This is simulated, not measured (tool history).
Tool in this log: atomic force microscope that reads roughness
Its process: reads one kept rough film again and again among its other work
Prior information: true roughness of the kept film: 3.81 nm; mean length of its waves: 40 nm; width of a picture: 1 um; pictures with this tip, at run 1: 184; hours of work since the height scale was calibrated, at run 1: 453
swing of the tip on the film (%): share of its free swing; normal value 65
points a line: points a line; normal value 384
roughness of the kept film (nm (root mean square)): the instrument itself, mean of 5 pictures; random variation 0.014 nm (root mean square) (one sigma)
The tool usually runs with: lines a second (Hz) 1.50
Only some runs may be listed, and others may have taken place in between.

run    hour  lines a second (Hz)  swing of the tip on the film (%)  points a line  pictures with this tip  hours of work since the height scale was calibrated  roughness of the kept film (nm (root mean square))
  1     0.0                 1.50                                65            384                     184                                                  453                                               3.309
  2    40.4                 1.50                                65            384                     274                                                  483                                               3.241
  3    59.9                 1.50                                65            384                     318                                                  498                                               3.174
       78.4  -- new tip fitted
  4    94.6                 1.50                                65            680                      36                                                  523                                               3.436
  5   121.4                 1.50                                69            384                      96                                                  543                                               3.298
  6   156.2                 1.50                                69            384                     173                                                  568                                               3.205
  7   182.7                 1.50                                69            384                     233                                                  588                                               3.180
  8   209.1                 1.50                                65            384                     291                                                  607                                               3.156
      239.3  -- new tip fitted
  9   247.1                 1.50                                65            384                      17                                                  635                                               3.446
 10   273.3                 1.50                                65            384                      75                                                  654                                               3.387
 11   295.6                 1.50                                65            384                     125                                                  671                                               3.340
 12   332.3                 1.50                                65            384                     207                                                  698                                               3.281
 13   374.2                 1.50                                65            642                     300                                                  728                                               3.194
      398.7  -- new tip fitted
 14   400.5                 1.50                                58            384                       4                                                  747                                               3.532
 15   420.5                 1.50                                58            384                      49                                                  762                                               3.471
 16   449.6                 1.50                                65            384                     113                                                  784                                               3.385
 17   480.1                 1.50                                65            384                     181                                                  806                                               3.340
 18   505.2                 1.50                                65            384                     237                                                  825                                               3.263
 19   537.5                 1.50                                65            384                     310                                                  848                                               3.220
      559.0  -- new tip fitted
 20   574.0                 1.50                                65            384                      34                                                  875                                               3.457
 21   601.8                 1.50                                65            384                      96                                                  895                                               3.382
 22   643.6                 1.50                                69            306                     189                                                  926                                               3.233
 23   664.8                 1.34                                65            384                     236                                                  942                                               3.287
 24   706.8                 1.34                                89            441                     330                                                  973                                               2.863
      720.2  -- new tip fitted
 25   728.0                 1.63                                59            275                      18                                                  988                                               3.520
 26   757.1                 1.63                                59            275                      83                                                 1009                                               3.442
 27   793.3                 1.63                                59            299                     163                                                 1036                                               3.356
 28   827.6                 1.87                                67            533                     240                                                 1061                                               3.197
 29   850.3                 1.44                                55            498                     291                                                 1078                                               3.297
      880.3  -- new tip fitted
 30   880.6                 0.62                                55            393                       1                                                 1100                                               3.628
 31   913.9                 3.61                                78            384                      75                                                 1125                                               2.828
 32   936.1                 3.61                                78            384                     125                                                 1141                                               2.775
 33   953.9                 0.81                                69            366                     164                                                 1154                                               3.375
 34   983.4                 0.81                                69            366                     230                                                 1176                                               3.348
 35  1015.7                 0.81                                60            775                     302                                                 1200                                               3.310
     1040.7  -- new tip fitted
 36  1048.7                 0.54                                72            341                      18                                                 1223                                               3.594
 37  1076.0                 0.54                                67            341                      79                                                 1244                                               3.538
 38  1114.2                 0.54                                67            341                     164                                                 1272                                               3.438
 39  1132.7                 0.60                                67            589                     205                                                 1285                                               3.425

3 ways to go on from here, each from the tool as it stands after run 39. What would each give?
  A  1170.5                 0.65                                57           1013                     289                                                 1313                                                   ?
  B  1170.5                 0.60                                66            589                     289                                                 1313                                                   ?
  C  1170.5                 0.78                                82            524                     289                                                 1313                                                   ?

run  roughness of the kept film (nm (root mean square))
  A                                               3.383
  B                                               3.326
  C                                               3.169
With no hidden state in the tool, these same runs would have given:
run  roughness of the kept film (nm (root mean square))
  A                                               3.594
  B                                               3.533
  C                                               3.366
